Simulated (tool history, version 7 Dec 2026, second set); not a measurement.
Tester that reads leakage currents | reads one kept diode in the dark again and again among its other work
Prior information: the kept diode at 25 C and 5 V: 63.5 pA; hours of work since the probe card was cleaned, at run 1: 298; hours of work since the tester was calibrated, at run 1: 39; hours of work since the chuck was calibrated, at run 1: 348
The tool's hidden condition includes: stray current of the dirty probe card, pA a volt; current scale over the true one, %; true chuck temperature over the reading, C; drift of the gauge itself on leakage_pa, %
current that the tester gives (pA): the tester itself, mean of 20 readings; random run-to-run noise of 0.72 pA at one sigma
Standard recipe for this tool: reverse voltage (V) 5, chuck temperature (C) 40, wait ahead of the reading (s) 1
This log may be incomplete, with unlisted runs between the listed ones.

| run | day | reverse voltage (V) | chuck temperature (C) | wait ahead of the reading (s) | hours of work since the probe card was cleaned | hours of work since the tester was calibrated | hours of work since the chuck was calibrated | current that the tester gives (pA) |
|---|---|---|---|---|---|---|---|---|
| 1 | 0 | 5 | 40 | 1 | 298 | 39 | 348 | 255.5 |
| 2 | 0.75 | 5 | 40 | 1 | 309 | 50 | 359 | 256.65 |
| 3 | 1.75 | 5 | 40 | 1 | 323 | 64 | 373 | 254.42 |
| 4 | 2.504 | 5 | 40 | 1 | 334 | 75 | 384 | 254.93 |
| 5 | 3.138 | 5 | 40 | 1 | 344 | 84 | 393 | 256.78 |
| 6 | 4.25 | 12.67 | 40 | 1 | 360 | 100 | 409 | 426.52 |
| 7 | 5.562 | 1.4 | 40 | 1 | 378 | 119 | 428 | 131.55 |
| 8 | 6.208 | 2.21 | 40 | 1 | 388 | 128 | 438 | 167.35 |
| 9 | 7.258 | 5 | 40 | 1 | 403 | 143 | 453 | 260.51 |
| 10 | 8.333 | 5 | 40 | 0.56 | 418 | 159 | 468 | 262.51 |
| 11 | 8.946 | 5 | 24 | 0.56 | 427 | 168 | 477 | 69.07 |
| 12 | 10.238 | 5 | 40 | 1 | 446 | 186 | 496 | 262.41 |
| 13 | 11.342 | 5 | 40 | 1 | 462 | 202 | 512 | 262.88 |
| 14 | 11.975 | 5 | 40 | 1 | 471 | 211 | 521 | 263.92 |
| 15 | 13.025 | 5 | 53 | 1 | 486 | 227 | 536 | 735.77 |
| 16 | 13.867 | 5 | 53 | 1 | 498 | 239 | 548 | 736.56 |
| 17 | 15.229 | 5 | 53 | 1 | 518 | 258 | 568 | 737.75 |
| 18 | 16.254 | 5 | 53 | 1 | 533 | 273 | 582 | 740.73 |
| 19 | 17.45 | 5 | 40 | 1 | 550 | 290 | 600 | 268.6 |
| 20 | 18.729 | 17.37 | 40 | 1 | 568 | 309 | 618 | 523.11 |
| 21 | 19.388 | 1.17 | 40 | 0.42 | 578 | 318 | 628 | 124.34 |
| 22 | 20.017 | 6.73 | 46 | 1.31 | 587 | 327 | 637 | 511.35 |
| 23 | 20.608 | 14.17 | 36 | 1 | 595 | 336 | 645 | 341.3 |
| 24 | 21.612 | 8.86 | 26 | 0.42 | 610 | 350 | 660 | 120.28 |
| 25 | 22.929 | 2.59 | 27 | 8.49 | 629 | 369 | 679 | 62.9 |
| 26 | 24.346 | 2.31 | 27 | 1.5 | 649 | 390 | 699 | 59.98 |
| 27 | 25.112 | 2.31 | 22 | 1.85 | 660 | 401 | 710 | 38.93 |
| 28 | 25.808 | 12.94 | 27 | 1.85 | 670 | 411 | 720 | 156.31 |
| 29 | 26.479 | 5 | 49 | 0.51 | 680 | 420 | 730 | 565.2 |
| 30 | 27.942 | 2.71 | 55 | 0.65 | 701 | 441 | 751 | 640.77 |
| 31 | 28.688 | 13.74 | 39 | 0.4 | 712 | 452 | 762 | 448.44 |
| 32 | 29.658 | 2.35 | 22 | 0.66 | 726 | 466 | 776 | 40.65 |
| 33 | 30.658 | 6.93 | 22 | 0.31 | 740 | 481 | 790 | 80.09 |
| 34 | 31.904 | 6.93 | 22 | 0.31 | 758 | 499 | 808 | 80.67 |
|  | 32.512 | chuck's temperature calibrated |
| 35 | 32.908 | 6.93 | 22 | 0.31 | 771 | 512 | 6 | 71.05 |
| 36 | 33.779 | 6.93 | 32 | 2.81 | 784 | 524 | 18 | 148.85 |
| 37 | 35.183 | 6.93 | 32 | 2.81 | 804 | 545 | 38 | 149.28 |
| 38 | 35.846 | 6.93 | 32 | 2.81 | 814 | 554 | 48 | 149.64 |
| 39 | 37.129 | 6.7 | 45 | 0.34 | 832 | 573 | 67 | 435.07 |
| 40 | 38.375 | 8.27 | 45 | 0.86 | 850 | 591 | 84 | 484.47 |

Each row is a separate what-if for the run after 40, all from the same tool condition, not one after another. Results?
| A | 39.021 | 8.27 | 45 | 0.78 | 859 | 600 | 94 | ? |
| B | 39.021 | 1.05 | 45 | 0.86 | 859 | 600 | 94 | ? |
| C | 39.021 | 2.43 | 36 | 0.34 | 859 | 600 | 94 | ? |
| D | 39.021 | 5.73 | 42 | 1.37 | 859 | 600 | 94 | ? |

| run | current that the tester gives (pA) |
|---|---|
| A | 484.39 |
| B | 162 |
| C | 122.22 |
| D | 313.87 |
The same runs, with their run-to-run variation unchanged, on a tool lacking any hidden condition would have given:
| run | current that the tester gives (pA) |
|---|---|
| A | 469.26 |
| B | 158.45 |
| C | 118.03 |
| D | 303.64 |

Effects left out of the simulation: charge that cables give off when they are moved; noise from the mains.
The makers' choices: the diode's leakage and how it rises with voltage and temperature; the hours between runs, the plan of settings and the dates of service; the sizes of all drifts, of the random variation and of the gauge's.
